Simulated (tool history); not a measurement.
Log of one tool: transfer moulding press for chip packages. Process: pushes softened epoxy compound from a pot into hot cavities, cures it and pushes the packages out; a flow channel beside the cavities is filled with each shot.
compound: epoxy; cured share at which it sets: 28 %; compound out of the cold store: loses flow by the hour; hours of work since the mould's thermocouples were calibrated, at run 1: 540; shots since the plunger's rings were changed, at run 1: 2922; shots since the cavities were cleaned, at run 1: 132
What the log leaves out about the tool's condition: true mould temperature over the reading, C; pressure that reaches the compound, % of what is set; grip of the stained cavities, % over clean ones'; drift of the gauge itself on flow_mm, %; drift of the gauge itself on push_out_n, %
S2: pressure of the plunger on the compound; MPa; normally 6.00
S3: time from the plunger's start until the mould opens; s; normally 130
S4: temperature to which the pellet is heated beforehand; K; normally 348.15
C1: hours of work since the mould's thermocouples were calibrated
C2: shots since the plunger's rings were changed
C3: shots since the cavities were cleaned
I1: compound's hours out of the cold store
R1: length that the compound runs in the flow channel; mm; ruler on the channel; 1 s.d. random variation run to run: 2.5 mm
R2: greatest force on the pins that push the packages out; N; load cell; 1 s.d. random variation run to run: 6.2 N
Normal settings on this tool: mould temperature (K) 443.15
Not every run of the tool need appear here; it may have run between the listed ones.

{"run": 1, "hour": 0.0, "mould temperature (K)": 443.15, "S2": 6.0, "S3": 130, "S4": 348.15, "C1": 540, "C2": 2922, "C3": 132, "I1": 41.5, "R1": 624, "R2": 287}
{"hour": 30.1, "done": "cavities cleaned with cleaning compound and waxed"}
{"run": 2, "hour": 38.5, "mould temperature (K)": 443.15, "S2": 6.0, "S3": 130, "S4": 348.15, "C1": 570, "C2": 3352, "C3": 97, "I1": 23.6, "R1": 679, "R2": 284}
{"hour": 63.8, "done": "plunger's sealing rings changed"}
{"hour": 74.4, "done": "cavities cleaned with cleaning compound and waxed"}
{"run": 3, "hour": 74.9, "mould temperature (K)": 443.15, "S2": 6.0, "S3": 130, "S4": 348.15, "C1": 595, "C2": 112, "C3": 5, "I1": 22.8, "R1": 715, "R2": 256}
{"run": 4, "hour": 113.8, "mould temperature (K)": 443.15, "S2": 6.0, "S3": 130, "S4": 348.15, "C1": 626, "C2": 565, "C3": 458, "I1": 18.3, "R1": 728, "R2": 359}
{"hour": 121.1, "done": "cavities cleaned with cleaning compound and waxed"}
{"run": 5, "hour": 151.5, "mould temperature (K)": 443.15, "S2": 6.0, "S3": 116, "S4": 348.15, "C1": 655, "C2": 985, "C3": 352, "I1": 29.7, "R1": 679, "R2": 366}
{"hour": 165.0, "done": "cavities cleaned with cleaning compound and waxed"}
{"hour": 207.5, "done": "cavities cleaned with cleaning compound and waxed"}
{"run": 6, "hour": 225.3, "mould temperature (K)": 443.15, "S2": 6.0, "S3": 116, "S4": 348.15, "C1": 711, "C2": 1809, "C3": 207, "I1": 22.9, "R1": 698, "R2": 334}
{"hour": 250.3, "done": "cavities cleaned with cleaning compound and waxed"}
{"run": 7, "hour": 268.9, "mould temperature (K)": 443.15, "S2": 6.0, "S3": 116, "S4": 348.15, "C1": 744, "C2": 2299, "C3": 216, "I1": 25.8, "R1": 680, "R2": 318}
{"hour": 294.0, "done": "cavities cleaned with cleaning compound and waxed"}
{"run": 8, "hour": 319.4, "mould temperature (K)": 443.15, "S2": 6.0, "S3": 116, "S4": 348.15, "C1": 783, "C2": 2869, "C3": 296, "I1": 27.5, "R1": 666, "R2": 355}
{"hour": 336.5, "done": "cavities cleaned with cleaning compound and waxed"}
{"run": 9, "hour": 352.5, "mould temperature (K)": 443.15, "S2": 6.0, "S3": 116, "S4": 348.15, "C1": 808, "C2": 3237, "C3": 187, "I1": 29.1, "R1": 657, "R2": 337}
{"hour": 359.0, "done": "mould's thermocouples calibrated"}
{"hour": 381.5, "done": "cavities cleaned with cleaning compound and waxed"}
{"hour": 391.2, "done": "plunger's sealing rings changed"}
{"hour": 431.6, "done": "cavities cleaned with cleaning compound and waxed"}
{"run": 10, "hour": 434.8, "mould temperature (K)": 443.15, "S2": 6.0, "S3": 116, "S4": 348.15, "C1": 56, "C2": 490, "C3": 38, "I1": 44.6, "R1": 640, "R2": 305}
{"hour": 473.6, "done": "cavities cleaned with cleaning compound and waxed"}
{"run": 11, "hour": 510.0, "mould temperature (K)": 448.15, "S2": 6.0, "S3": 130, "S4": 348.15, "C1": 114, "C2": 1346, "C3": 423, "I1": 47.2, "R1": 607, "R2": 328}
{"hour": 515.1, "done": "cavities cleaned with cleaning compound and waxed"}
{"run": 12, "hour": 542.0, "mould temperature (K)": 448.15, "S2": 6.0, "S3": 130, "S4": 348.15, "C1": 138, "C2": 1701, "C3": 313, "I1": 34.1, "R1": 650, "R2": 312}
{"hour": 562.3, "done": "cavities cleaned with cleaning compound and waxed"}
{"run": 13, "hour": 585.4, "mould temperature (K)": 448.15, "S2": 6.0, "S3": 130, "S4": 348.15, "C1": 172, "C2": 2188, "C3": 268, "I1": 30.8, "R1": 654, "R2": 303}
{"hour": 606.7, "done": "cavities cleaned with cleaning compound and waxed"}
{"run": 14, "hour": 632.3, "mould temperature (K)": 439.15, "S2": 6.0, "S3": 151, "S4": 348.15, "C1": 208, "C2": 2716, "C3": 298, "I1": 39.8, "R1": 638, "R2": 329}
{"hour": 648.5, "done": "cavities cleaned with cleaning compound and waxed"}
{"run": 15, "hour": 666.3, "mould temperature (K)": 438.15, "S2": 6.0, "S3": 129, "S4": 348.15, "C1": 234, "C2": 3094, "C3": 207, "I1": 17.1, "R1": 726, "R2": 397}
{"hour": 691.6, "done": "cavities cleaned with cleaning compound and waxed"}
{"hour": 716.5, "done": "plunger's sealing rings changed"}
{"run": 16, "hour": 717.6, "mould temperature (K)": 438.15, "S2": 6.0, "S3": 129, "S4": 348.15, "C1": 271, "C2": 12, "C3": 273, "I1": 33.8, "R1": 700, "R2": 395}
{"hour": 742.1, "done": "cavities cleaned with cleaning compound and waxed"}
{"hour": 784.4, "done": "cavities cleaned with cleaning compound and waxed"}
{"run": 17, "hour": 796.0, "mould temperature (K)": 437.15, "S2": 5.95, "S3": 141, "S4": 356.15, "C1": 331, "C2": 890, "C3": 136, "I1": 12.6, "R1": 776, "R2": 347}
{"hour": 827.0, "done": "cavities cleaned with cleaning compound and waxed"}
{"hour": 871.3, "done": "cavities cleaned with cleaning compound and waxed"}
{"run": 18, "hour": 871.3, "mould temperature (K)": 437.15, "S2": 5.95, "S3": 141, "S4": 356.15, "C1": 388, "C2": 1730, "C3": 0, "I1": 42.4, "R1": 649, "R2": 286}
{"hour": 915.7, "done": "cavities cleaned with cleaning compound and waxed"}
{"run": 19, "hour": 922.4, "mould temperature (K)": 439.15, "S2": 6.0, "S3": 156, "S4": 348.15, "C1": 428, "C2": 2307, "C3": 78, "I1": 42.6, "R1": 637, "R2": 290}
{"hour": 962.8, "done": "cavities cleaned with cleaning compound and waxed"}
{"run": 20, "hour": 965.7, "mould temperature (K)": 447.15, "S2": 5.07, "S3": 156, "S4": 349.15, "C1": 461, "C2": 2793, "C3": 34, "I1": 13.0, "R1": 662, "R2": 254}
{"hour": 1008.2, "done": "cavities cleaned with cleaning compound and waxed"}
{"run": 21, "hour": 1012.0, "mould temperature (K)": 436.15, "S2": 5.42, "S3": 130, "S4": 348.15, "C1": 496, "C2": 3314, "C3": 44, "I1": 41.1, "R1": 603, "R2": 367}
{"hour": 1043.9, "done": "plunger's sealing rings changed"}
{"hour": 1053.6, "done": "cavities cleaned with cleaning compound and waxed"}
{"run": 22, "hour": 1061.0, "mould temperature (K)": 440.15, "S2": 7.09, "S3": 123, "S4": 353.15, "C1": 532, "C2": 181, "C3": 85, "I1": 19.3, "R1": 811, "R2": 345}
{"hour": 1099.6, "done": "cavities cleaned with cleaning compound and waxed"}
{"run": 23, "hour": 1106.5, "mould temperature (K)": 440.15, "S2": 7.09, "S3": 123, "S4": 353.15, "C1": 567, "C2": 693, "C3": 80, "I1": 21.7, "R1": 790, "R2": 341}
{"hour": 1144.5, "done": "cavities cleaned with cleaning compound and waxed"}
{"run": 24, "hour": 1172.3, "mould temperature (K)": 440.15, "S2": 6.51, "S3": 123, "S4": 353.15, "C1": 618, "C2": 1441, "C3": 323, "I1": 42.3, "R1": 667, "R2": 370}
{"hour": 1187.4, "done": "cavities cleaned with cleaning compound and waxed"}
{"run": 25, "hour": 1213.6, "mould temperature (K)": 450.15, "S2": 4.56, "S3": 162, "S4": 351.15, "C1": 649, "C2": 1904, "C3": 304, "I1": 22.9, "R1": 593, "R2": 314}
{"hour": 1233.9, "done": "cavities cleaned with cleaning compound and waxed"}
{"hour": 1277.9, "done": "cavities cleaned with cleaning compound and waxed"}
{"run": 26, "hour": 1288.6, "mould temperature (K)": 436.15, "S2": 5.58, "S3": 121, "S4": 354.15, "C1": 707, "C2": 2742, "C3": 125, "I1": 18.8, "R1": 703, "R2": 472}

Pick out some run-to-run changes in R1. Of each, how much would a tool without hidden state show as well, from the settings, what came in and chance, and how much is left for the hidden state and any gauge scatter not in both results compared?
Run 9 -> 10: mould's thermocouples calibrated, cavities cleaned with cleaning compound and waxed, plunger's sealing rings changed, cavities cleaned with cleaning compound and waxed. R1 -17 mm: hidden state +39, all else -56.
Run 15 -> 16: cavities cleaned with cleaning compound and waxed, plunger's sealing rings changed. R1 -26 mm: hidden state +42, all else -68.
Run 17 -> 18: cavities cleaned with cleaning compound and waxed, cavities cleaned with cleaning compound and waxed. R1 -127 mm: hidden state -7, all else -120.
Run 21 -> 22: mould temperature (K) 436.15 -> 440.15, S2 5.42 -> 7.09, S3 130 -> 123, S4 348.15 -> 353.15, plunger's sealing rings changed, cavities cleaned with cleaning compound and waxed. R1 +208 mm: hidden state +32, all else +176.

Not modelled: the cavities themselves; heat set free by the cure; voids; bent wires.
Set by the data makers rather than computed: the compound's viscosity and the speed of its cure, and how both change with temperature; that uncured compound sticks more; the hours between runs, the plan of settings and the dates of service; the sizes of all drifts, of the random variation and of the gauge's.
